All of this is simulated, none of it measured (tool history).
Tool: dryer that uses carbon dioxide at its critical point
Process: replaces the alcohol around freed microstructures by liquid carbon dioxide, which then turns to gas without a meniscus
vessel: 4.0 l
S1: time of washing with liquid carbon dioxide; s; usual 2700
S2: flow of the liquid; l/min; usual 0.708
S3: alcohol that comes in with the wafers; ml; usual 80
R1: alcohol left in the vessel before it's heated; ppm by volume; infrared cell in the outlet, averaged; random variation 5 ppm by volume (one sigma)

Run 1, hour 0.0: usual settings. Result: R1 56 ppm by volume.
Run 2, hour 33.6: usual settings. Result: R1 56 ppm by volume.
Run 3, hour 80.9: usual settings but S3 78 ml. Result: R1 68 ppm by volume.
Run 4, hour 119.5: usual settings but S3 78 ml. Result: R1 80 ppm by volume.
Run 5, hour 168.6: usual settings but S3 78 ml. Result: R1 83 ppm by volume.
Run 6, hour 214.6: usual settings but S2 0.938 l/min. Result: R1 46 ppm by volume.
Run 7, hour 263.1: usual settings but S1 3300 s. Result: R1 63 ppm by volume.
Run 8, hour 301.8: usual settings but S1 3060 s, S2 0.516 l/min. Result: R1 186 ppm by volume.
Run 9, hour 323.9: usual settings but S1 3060 s, S2 0.516 l/min. Result: R1 190 ppm by volume.
Run 10, hour 343.9: usual settings but S1 3060 s, S2 0.516 l/min. Result: R1 192 ppm by volume.
Run 11, hour 374.3: usual settings but S1 3060 s, S2 0.516 l/min. Result: R1 197 ppm by volume.
Run 12, hour 408.5: usual settings but S1 4200 s, S2 0.597 l/min, S3 66 ml. Result: R1 71 ppm by volume.
Run 13, hour 456.4: usual settings but S1 4200 s, S2 0.597 l/min, S3 66 ml. Result: R1 75 ppm by volume.

Forecast each of these 4 alternatives for the next run:
Run A, hour 497.6: usual settings but S1 4200 s, S2 0.597 l/min, S3 102 ml. Result: R1 ?.
Run B, hour 497.6: usual settings but S1 3300 s. Result: R1 ?.
Run C, hour 497.6: usual settings but S3 94 ml. Result: R1 ?.
Run D, hour 497.6: usual settings but S2 0.700 l/min, S3 30 ml. Result: R1 ?.

run   R1
  A   80
  B   98
  C  145
  D   91
Without the tool's hidden state the same runs would have given:
run  R1
  A   2
  B  20
  C  36
  D  12
